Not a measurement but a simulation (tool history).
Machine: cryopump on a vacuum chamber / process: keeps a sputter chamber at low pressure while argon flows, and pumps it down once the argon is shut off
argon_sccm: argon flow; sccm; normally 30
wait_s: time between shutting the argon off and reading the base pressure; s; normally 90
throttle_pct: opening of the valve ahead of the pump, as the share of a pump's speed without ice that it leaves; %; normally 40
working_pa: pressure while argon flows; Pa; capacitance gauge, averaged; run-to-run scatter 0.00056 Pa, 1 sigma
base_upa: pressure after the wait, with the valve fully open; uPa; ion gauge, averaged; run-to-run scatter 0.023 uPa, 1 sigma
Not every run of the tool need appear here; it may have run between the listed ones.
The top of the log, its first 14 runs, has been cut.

run    hour  argon_sccm  wait_s  throttle_pct  working_pa  base_upa
      707.1  -- pump warmed up, emptied and cooled again
 15   707.1          30      90            40      0.0655      1.07
 16   741.3          30      90            40      0.0669      1.09
 17   798.8          30      90            40      0.0671      1.07
 18   847.6          22      40            40      0.0502       1.9
 19   893.3          15      55            48      0.0298      1.53
 20   954.4          56      89            30      0.1708      1.11
 21  1002.5          17      32            20      0.0762      2.29
 22  1067.9          38      23            20      0.1744      3.03
 23  1115.8          30      39            40      0.0737      2.06
 24  1156.4          30      90            22      0.1273      1.18
 25  1206.2          45      90            16      0.2608      1.27
 26  1254.7          45      90            16      0.2611       1.3
 27  1283.6          45      90            16      0.2622      1.29
 28  1312.7          21      60            54      0.0426      1.62
 29  1341.6          57     249            47      0.1303      0.87
 30  1380.4          57     249            47      0.1344      0.93
     1411.7  -- pump warmed up, emptied and cooled again
 31  1440.8          57      72            47      0.1068      1.27
 32  1476.8          57      72            47      0.1079      1.32
 33  1507.3          29      72            26      0.0991      1.29
 34    1568          30     273            40      0.0682       0.7

Branching from run 34: 3 alternative next runs. What would each branch give?
  A  1598.3          34     159            52           ?         ?
  B  1598.3          23      96            19           ?         ?
  C  1598.3          22     273            16           ?         ?

run  working_pa  base_upa
  A      0.0608      0.86
  B      0.1084      1.12
  C      0.1231      0.73
What these runs would have given with no unlogged condition in the tool:
run  working_pa  base_upa
  A      0.0569       0.5
  B      0.1057      0.77
  C      0.1206      0.36
